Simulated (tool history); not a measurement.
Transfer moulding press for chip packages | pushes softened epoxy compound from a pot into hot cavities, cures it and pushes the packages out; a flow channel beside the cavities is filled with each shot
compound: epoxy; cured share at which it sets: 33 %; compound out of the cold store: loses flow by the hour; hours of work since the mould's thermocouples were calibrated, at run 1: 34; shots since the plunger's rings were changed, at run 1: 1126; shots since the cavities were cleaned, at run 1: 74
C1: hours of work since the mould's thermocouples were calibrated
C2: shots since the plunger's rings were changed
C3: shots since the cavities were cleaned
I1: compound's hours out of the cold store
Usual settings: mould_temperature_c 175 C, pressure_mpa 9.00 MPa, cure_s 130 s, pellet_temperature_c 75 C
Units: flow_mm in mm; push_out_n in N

Run 1, hour 0.0: usual settings; C1 34; C2 1126; C3 74; I1 26.8. Result: flow_mm 637 mm, push_out_n 455 N.
Run 2, hour 4.8: usual settings; C1 37; C2 1162; C3 110; I1 9.8. Result: flow_mm 653 mm, push_out_n 457 N.
Run 3, hour 10.9: usual settings; C1 40; C2 1208; C3 156; I1 23.8. Result: flow_mm 642 mm, push_out_n 483 N.
Run 4, hour 17.4: usual settings but cure_s 134 s; C1 43; C2 1257; C3 205; I1 9.6. Result: flow_mm 661 mm, push_out_n 499 N.
Run 5, hour 23.1: usual settings but pressure_mpa 8.93 MPa; C1 46; C2 1299; C3 247; I1 42.2. Result: flow_mm 615 mm, push_out_n 514 N.
Run 6, hour 27.4: usual settings but pressure_mpa 10.14 MPa; C1 48; C2 1331; C3 279; I1 30.3. Result: flow_mm 668 mm, push_out_n 499 N.
Run 7, hour 33.9: usual settings but pressure_mpa 10.14 MPa; C1 52; C2 1380; C3 328; I1 39.9. Result: flow_mm 648 mm, push_out_n 538 N.
Run 8, hour 39.3: usual settings but pressure_mpa 10.14 MPa; C1 54; C2 1420; C3 368; I1 29.0. Result: flow_mm 666 mm, push_out_n 555 N.
Run 9, hour 48.8: usual settings but pressure_mpa 10.14 MPa; C1 59; C2 1492; C3 440; I1 20.6. Result: flow_mm 677 mm, push_out_n 597 N.
Run 10, hour 55.2: usual settings but pressure_mpa 10.14 MPa; C1 63; C2 1540; C3 488; I1 27.4. Result: flow_mm 664 mm, push_out_n 561 N.
Run 11, hour 60.4: usual settings but pressure_mpa 7.61 MPa; C1 65; C2 1579; C3 527; I1 20.5. Result: flow_mm 587 mm, push_out_n 586 N.
Run 12, hour 67.2: usual settings but pressure_mpa 7.61 MPa; C1 69; C2 1629; C3 577; I1 37.7. Result: flow_mm 565 mm, push_out_n 619 N.
Run 13, hour 71.5: usual settings but mould_temperature_c 173 C, pressure_mpa 7.61 MPa; C1 71; C2 1661; C3 609; I1 33.0. Result: flow_mm 575 mm, push_out_n 652 N.
Run 14, hour 78.8: usual settings; C1 75; C2 1716; C3 664; I1 15.7. Result: flow_mm 644 mm, push_out_n 615 N.
Run 15, hour 85.8: usual settings but mould_temperature_c 167 C, pressure_mpa 7.83 MPa, cure_s 139 s; C1 78; C2 1769; C3 717; I1 27.0. Result: flow_mm 612 mm, push_out_n 803 N.
Run 16, hour 93.4: usual settings but mould_temperature_c 167 C, pressure_mpa 7.83 MPa, cure_s 139 s; C1 82; C2 1826; C3 774; I1 8.1. Result: flow_mm 640 mm, push_out_n 849 N.
Run 17, hour 101.4: usual settings but mould_temperature_c 167 C, pressure_mpa 7.83 MPa, cure_s 139 s; C1 86; C2 1885; C3 833; I1 40.7. Result: flow_mm 594 mm, push_out_n 858 N.
Run 18, hour 106.7: usual settings but mould_temperature_c 167 C, pressure_mpa 7.83 MPa, cure_s 139 s; C1 89; C2 1925; C3 873; I1 8.9. Result: flow_mm 635 mm, push_out_n 904 N.
Run 19, hour 116.7: usual settings but pellet_temperature_c 67 C; C1 94; C2 2000; C3 948; I1 43.9. Result: flow_mm 605 mm, push_out_n 656 N.
Run 20, hour 125.2: usual settings but mould_temperature_c 169 C, pressure_mpa 6.96 MPa; C1 99; C2 2064; C3 1012; I1 44.4. Result: flow_mm 545 mm, push_out_n 879 N.
Run 21, hour 129.6: usual settings but mould_temperature_c 169 C, pressure_mpa 6.96 MPa; C1 101; C2 2097; C3 1045; I1 24.8. Result: flow_mm 571 mm, push_out_n 891 N.
Run 22, hour 134.9: usual settings but pressure_mpa 7.30 MPa, cure_s 118 s; C1 104; C2 2137; C3 1085; I1 8.8. Result: flow_mm 586 mm, push_out_n 762 N.
At hour 139.2: cavities cleaned with cleaning compound and waxed.
Run 23, hour 141.7: usual settings but pressure_mpa 7.30 MPa, cure_s 118 s; C1 106; C2 2176; C3 18; I1 43.6. Result: flow_mm 543 mm, push_out_n 454 N.
Run 24, hour 147.3: usual settings but pressure_mpa 7.30 MPa, cure_s 118 s; C1 109; C2 2218; C3 60; I1 18.7. Result: flow_mm 572 mm, push_out_n 501 N.
Run 25, hour 154.7: usual settings but mould_temperature_c 172 C, cure_s 126 s, pellet_temperature_c 71 C; C1 113; C2 2274; C3 116; I1 26.2. Result: flow_mm 635 mm, push_out_n 564 N.
Run 26, hour 161.1: usual settings but mould_temperature_c 183 C, pressure_mpa 9.52 MPa; C1 117; C2 2321; C3 163; I1 28.9. Result: flow_mm 616 mm, push_out_n 442 N.
Run 27, hour 168.2: usual settings but pressure_mpa 9.21 MPa, cure_s 154 s, pellet_temperature_c 80 C; C1 120; C2 2375; C3 217; I1 24.9. Result: flow_mm 630 mm, push_out_n 483 N.
Run 28, hour 177.1: usual settings but mould_temperature_c 180 C, pressure_mpa 9.16 MPa, cure_s 136 s, pellet_temperature_c 71 C; C1 125; C2 2441; C3 283; I1 47.1. Result: flow_mm 588 mm, push_out_n 482 N.

5 ways to go on from here, each from the tool as it stands after run 28. What would each give?
Run A, hour 185.0: usual settings but mould_temperature_c 170 C, pressure_mpa 8.30 MPa, cure_s 136 s, pellet_temperature_c 71 C; C1 129; C2 2501; C3 343; I1 28.3. Result: flow_mm ?, push_out_n ?.
Run B, hour 185.0: usual settings but pressure_mpa 7.08 MPa, cure_s 142 s, pellet_temperature_c 69 C; C1 129; C2 2501; C3 343; I1 16.9. Result: flow_mm ?, push_out_n ?.
Run C, hour 185.0: usual settings but mould_temperature_c 169 C, pressure_mpa 7.16 MPa, cure_s 117 s, pellet_temperature_c 71 C; C1 129; C2 2501; C3 343; I1 38.3. Result: flow_mm ?, push_out_n ?.
Run D, hour 185.0: usual settings but mould_temperature_c 169 C, pressure_mpa 9.16 MPa, cure_s 136 s, pellet_temperature_c 71 C; C1 129; C2 2501; C3 343; I1 38.7. Result: flow_mm ?, push_out_n ?.
Run E, hour 185.0: usual settings but mould_temperature_c 171 C; C1 129; C2 2501; C3 343; I1 45.1. Result: flow_mm ?, push_out_n ?.

run  flow_mm  push_out_n
  A      608         630
  B      560         523
  C      554         863
  D      632         677
  E      611         598
Without the tool's hidden state the same runs would have given:
run  flow_mm  push_out_n
  A      632         486
  B      582         401
  C      576         665
  D      657         522
  E      636         460

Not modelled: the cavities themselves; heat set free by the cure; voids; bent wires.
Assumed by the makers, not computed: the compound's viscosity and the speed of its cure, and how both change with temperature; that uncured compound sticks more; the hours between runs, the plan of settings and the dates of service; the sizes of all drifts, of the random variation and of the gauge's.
